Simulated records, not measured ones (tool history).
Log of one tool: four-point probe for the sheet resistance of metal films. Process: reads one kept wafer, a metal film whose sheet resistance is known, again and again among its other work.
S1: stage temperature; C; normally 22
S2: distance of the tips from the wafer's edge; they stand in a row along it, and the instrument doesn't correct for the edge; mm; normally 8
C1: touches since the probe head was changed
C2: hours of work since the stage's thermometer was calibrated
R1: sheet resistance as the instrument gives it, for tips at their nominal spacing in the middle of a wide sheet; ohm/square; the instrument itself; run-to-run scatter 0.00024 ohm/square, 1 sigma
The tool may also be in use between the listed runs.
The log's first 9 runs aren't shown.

{"run": 10, "hour": 180.3, "S1": 22, "S2": 8, "C1": 25113, "C2": 1473, "R1": 1.186971}
{"run": 11, "hour": 206.2, "S1": 22, "S2": 8, "C1": 26319, "C2": 1492, "R1": 1.186201}
{"run": 12, "hour": 232.8, "S1": 22, "S2": 8, "C1": 27561, "C2": 1513, "R1": 1.186374}
{"run": 13, "hour": 251.2, "S1": 22, "S2": 8, "C1": 28416, "C2": 1527, "R1": 1.186663}
{"run": 14, "hour": 280.9, "S1": 22, "S2": 8, "C1": 29797, "C2": 1550, "R1": 1.18661}
{"run": 15, "hour": 309.3, "S1": 22, "S2": 8, "C1": 31124, "C2": 1572, "R1": 1.186573}
{"run": 16, "hour": 331.8, "S1": 22, "S2": 8, "C1": 32171, "C2": 1589, "R1": 1.18662}
{"run": 17, "hour": 352.4, "S1": 22, "S2": 8, "C1": 33130, "C2": 1605, "R1": 1.186466}
{"run": 18, "hour": 381.3, "S1": 22, "S2": 6, "C1": 34476, "C2": 1627, "R1": 1.189479}
{"run": 19, "hour": 411.2, "S1": 22, "S2": 14, "C1": 35869, "C2": 1650, "R1": 1.18403}
{"run": 20, "hour": 437.4, "S1": 22, "S2": 8, "C1": 37089, "C2": 1670, "R1": 1.18655}
{"run": 21, "hour": 449.7, "S1": 22, "S2": 8, "C1": 37663, "C2": 1679, "R1": 1.186313}
{"run": 22, "hour": 475.5, "S1": 22, "S2": 8, "C1": 38863, "C2": 1699, "R1": 1.186392}
{"run": 23, "hour": 488.5, "S1": 20, "S2": 8, "C1": 39469, "C2": 1709, "R1": 1.189185}
{"hour": 491.0, "done": "stage's thermometer calibrated"}
{"run": 24, "hour": 516.9, "S1": 20, "S2": 3, "C1": 40769, "C2": 20, "R1": 1.213715}
{"run": 25, "hour": 531.6, "S1": 26, "S2": 14, "C1": 41455, "C2": 31, "R1": 1.180353}
{"hour": 547.8, "done": "stage's thermometer calibrated, once more"}
{"run": 26, "hour": 553.9, "S1": 28, "S2": 14, "C1": 42471, "C2": 5, "R1": 1.175244}

Run 27 comes next. What will it give?
{"run": 27, "hour": 572.6, "S1": 28, "S2": 14, "C1": 43344, "C2": 19, "R1": "?"}

Run 27 produced R1 1.175254 ohm/square.
If the tool had no hidden condition, the same run with the same run-to-run variation would have returned R1 1.171941 ohm/square.

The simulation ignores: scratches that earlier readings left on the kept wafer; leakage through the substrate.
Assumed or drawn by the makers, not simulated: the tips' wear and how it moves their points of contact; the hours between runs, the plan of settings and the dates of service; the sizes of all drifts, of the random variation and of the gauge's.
